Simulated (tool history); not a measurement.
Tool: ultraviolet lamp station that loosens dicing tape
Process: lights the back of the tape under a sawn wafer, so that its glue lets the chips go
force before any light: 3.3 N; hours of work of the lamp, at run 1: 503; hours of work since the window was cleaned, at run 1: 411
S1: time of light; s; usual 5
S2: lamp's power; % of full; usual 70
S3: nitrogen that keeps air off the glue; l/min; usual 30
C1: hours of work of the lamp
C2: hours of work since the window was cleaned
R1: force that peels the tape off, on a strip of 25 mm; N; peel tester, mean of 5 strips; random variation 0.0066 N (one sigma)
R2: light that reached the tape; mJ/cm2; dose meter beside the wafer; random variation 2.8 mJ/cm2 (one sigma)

run	hour	S1	S2	S3	C1	C2	R1	R2
1	0	5	70	30	503	411	0.332	304
2	20	2	70	30	516	424	1.192	121
3	38.5	5	66	30	527	435	0.389	282
4	55.2	4	66	30	538	446	0.581	228
5	78.6	5	70	30	553	460	0.361	294
6	101.1	5	70	30	567	474	0.358	291
7	121.7	8	70	30	580	487	0.159	467
8	136.1	3	70	30	588	496	0.809	179
9	148.2	3	70	30	596	504	0.841	172
10	162.2	3	70	30	605	513	0.835	174
11	179.1	3	70	30	615	523	0.853	171
12	192.3	2	94	14	624	532	1.147	156
13	207.8	3	94	14	633	541	0.711	229
14	227.8	3	94	14	646	554	0.753	228
15	249.2	3	62	30	659	567	0.997	151
# hour 250.7: window cleaned of glue's vapour
16	266.3	3	91	50	670	10	0.423	239
17	277.6	3	91	50	677	17	0.422	240
18	296.4	6	74	20	689	29	0.26	391
19	311.4	6	77	16	698	38	0.269	400
20	330.7	6	77	16	710	50	0.255	399
21	344.6	8	74	9	719	59	0.228	507

Measured less the same run without the tool's hidden state. The same run-to-run variation is in both; the gauge's scatter may not be:
The hidden state here: lamp's light, % of a new lamp's; light that the window lets through, % of a clean one's; drift of the gauge itself on peel_n, %; drift of the gauge itself on dose_mj_cm2, %.
run	R1	R2
1	+0.113	-81
2	+0.272	-33
3	+0.139	-80
4	+0.202	-65
5	+0.136	-88
6	+0.137	-90
7	+0.04	-148
8	+0.275	-57
9	+0.286	-57
10	+0.291	-59
11	+0.298	-59
12	+0.336	-54
13	+0.271	-81
14	+0.289	-84
15	+0.345	-57
16	+0.136	-58
17	+0.142	-60
18	+0.082	-100
19	+0.087	-106
20	+0.087	-109
21	+0.072	-142
